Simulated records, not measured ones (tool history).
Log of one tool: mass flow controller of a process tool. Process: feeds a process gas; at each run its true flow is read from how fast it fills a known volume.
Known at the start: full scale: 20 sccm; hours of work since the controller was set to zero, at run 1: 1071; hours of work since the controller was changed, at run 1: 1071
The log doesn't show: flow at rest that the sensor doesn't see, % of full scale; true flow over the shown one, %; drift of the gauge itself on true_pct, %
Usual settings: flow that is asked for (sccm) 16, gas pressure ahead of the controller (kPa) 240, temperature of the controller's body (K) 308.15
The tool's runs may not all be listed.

| run | hour | flow that is asked for (sccm) | gas pressure ahead of the controller (kPa) | temperature of the controller's body (K) | hours of work since the controller was set to zero | hours of work since the controller was changed | true flow (%) |
|---|---|---|---|---|---|---|---|
| 1 | 0.0 | 16 | 240 | 308.15 | 1071 | 1071 | 99.38 |
| 2 | 82.3 | 16 | 240 | 308.15 | 1117 | 1117 | 99.58 |
| 3 | 166.9 | 16 | 240 | 308.15 | 1165 | 1165 | 99.48 |
| 4 | 225.1 | 16 | 240 | 308.15 | 1198 | 1198 | 99.40 |
| 5 | 293.6 | 16 | 240 | 308.15 | 1236 | 1236 | 99.49 |
|  | 299.9 | controller's zero set anew |
| 6 | 361.7 | 16 | 240 | 308.15 | 35 | 1274 | 99.44 |
| 7 | 420.9 | 16 | 240 | 308.15 | 68 | 1308 | 99.43 |
| 8 | 506.9 | 16 | 240 | 308.15 | 117 | 1356 | 99.47 |
| 9 | 569.0 | 16 | 240 | 302.15 | 152 | 1391 | 99.64 |
| 10 | 627.1 | 7 | 240 | 308.15 | 184 | 1424 | 97.69 |

Forecast each of these 3 alternatives for the next run:
| A | 708.1 | 4 | 167 | 308.15 | 230 | 1470 | ? |
| B | 708.1 | 14 | 240 | 308.15 | 230 | 1470 | ? |
| C | 708.1 | 2 | 240 | 308.15 | 230 | 1470 | ? |

| run | true flow (%) |
|---|---|
| A | 96.09 |
| B | 99.06 |
| C | 95.24 |
Without the tool's hidden state the same runs would have given:
| run | true flow (%) |
|---|---|
| A | 96.64 |
| B | 98.84 |
| C | 96.86 |
